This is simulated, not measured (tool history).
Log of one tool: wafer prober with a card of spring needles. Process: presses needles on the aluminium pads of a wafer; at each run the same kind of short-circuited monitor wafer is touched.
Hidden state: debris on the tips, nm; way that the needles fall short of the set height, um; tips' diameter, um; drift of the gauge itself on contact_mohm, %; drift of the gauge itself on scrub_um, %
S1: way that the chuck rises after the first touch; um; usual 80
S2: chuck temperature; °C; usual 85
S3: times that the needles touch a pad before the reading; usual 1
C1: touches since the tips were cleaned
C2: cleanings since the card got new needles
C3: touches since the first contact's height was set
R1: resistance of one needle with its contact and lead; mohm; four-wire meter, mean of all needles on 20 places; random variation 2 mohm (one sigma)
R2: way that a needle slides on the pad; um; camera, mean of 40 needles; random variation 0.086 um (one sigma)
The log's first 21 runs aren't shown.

run,hour,S1,S2,S3,C1,C2,C3,R1,R2
# hour 568.5: tips cleaned on abrasive film
# hour 583.4: tips cleaned on abrasive film
22,591.5,94,31,3,4490,119,56877,234,25.63
# hour 599: tips cleaned on abrasive film
# hour 615.9: tips cleaned on abrasive film
23,624.2,94,31,3,4627,121,74947,229,25.65
# hour 633.3: tips cleaned on abrasive film
# hour 650.1: tips cleaned on abrasive film
24,651.1,94,31,3,596,123,89833,214,25.47
# hour 665.8: tips cleaned on abrasive film
25,670.3,94,31,3,2553,124,100473,226,25.42
# hour 681.9: tips cleaned on abrasive film
# hour 699.8: tips cleaned on abrasive film
26,704,94,31,3,2356,126,119085,225,25.52
# hour 716.6: tips cleaned on abrasive film
27,729,80,36,1,6886,127,132954,344,21.5
# hour 731.9: tips cleaned on abrasive film
# hour 747.2: tips cleaned on abrasive film
28,753.8,80,85,1,3713,129,146653,318,21.64
# hour 759.9: height of the first contact set anew
# hour 762.6: tips cleaned on abrasive film
29,776,80,97,2,7441,130,8868,304,21.81
# hour 779.2: tips cleaned on abrasive film
# hour 793.9: tips cleaned on abrasive film
30,796.4,80,55,3,1366,132,20133,233,21.9
# hour 811: tips cleaned on abrasive film
# hour 826.2: tips cleaned on abrasive film
31,827.9,66,85,3,919,134,37548,255,17.99
# hour 841: tips cleaned on abrasive film
# hour 856.6: tips cleaned on abrasive film
32,865.1,66,85,3,4747,136,58150,290,17.99

3 ways to go on from here, each from the tool as it stands after run 32. What would each give?
# hour 874.2: tips cleaned on abrasive film
A,885.5,66,44,2,6261,137,69426,?,?
# hour 874.2: tips cleaned on abrasive film
B,885.5,63,85,1,6261,137,69426,?,?
# hour 874.2: tips cleaned on abrasive film
C,885.5,66,89,3,6261,137,69426,?,?

run,R1,R2
A,337,17.96
B,439,17.02
C,299,17.87
Without the tool's hidden state the same runs would have given:
run,R1,R2
A,213,18.24
B,229,17.29
C,225,18.14
